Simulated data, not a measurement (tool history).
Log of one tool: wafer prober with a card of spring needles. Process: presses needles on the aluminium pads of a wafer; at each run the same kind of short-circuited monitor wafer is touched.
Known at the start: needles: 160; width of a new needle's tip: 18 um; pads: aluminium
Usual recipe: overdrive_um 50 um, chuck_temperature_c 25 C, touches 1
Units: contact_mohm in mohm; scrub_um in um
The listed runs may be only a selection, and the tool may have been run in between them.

run,hour,overdrive_um,chuck_temperature_c,touches,contact_mohm,scrub_um
1,0,50,25,1,191,12.64
2,9,30,25,1,197,7.58
3,20.8,30,25,2,199,7.41
# hour 25.3: tips cleaned on abrasive film
4,34.9,50,25,1,187,12.44
5,41.5,63,25,1,184,15.76
6,49.6,50,25,1,185,12.4
# hour 54.3: tips cleaned on abrasive film
7,62.2,50,25,1,187,12.41
8,68.2,50,101,1,203,12.42
9,80.8,50,101,1,201,12.32
# hour 82.6: tips cleaned on abrasive film
10,93.2,50,101,1,203,12.48
11,100.1,50,48,2,191,12.38
# hour 110.7: tips cleaned on abrasive film
12,113.9,50,48,2,195,12.43
13,126.2,43,34,1,191,10.6
# hour 130.1: height of the first contact set anew
# hour 139.8: tips cleaned on abrasive film
14,140.5,43,39,1,195,10.52
15,148.9,52,25,1,187,12.75
16,161.2,56,55,2,189,13.85
# hour 167.8: tips cleaned on abrasive film
17,171.8,35,52,1,200,8.58

Run 18 comes next. What will it give?
18,180.2,53,103,3,?,?

contact_mohm: 205 mohm
scrub_um: 13.05 um
Take away the tool's hidden state, keep the run-to-run variation as it was, and the same run would have given contact_mohm 205 mohm, scrub_um 13.38 um.
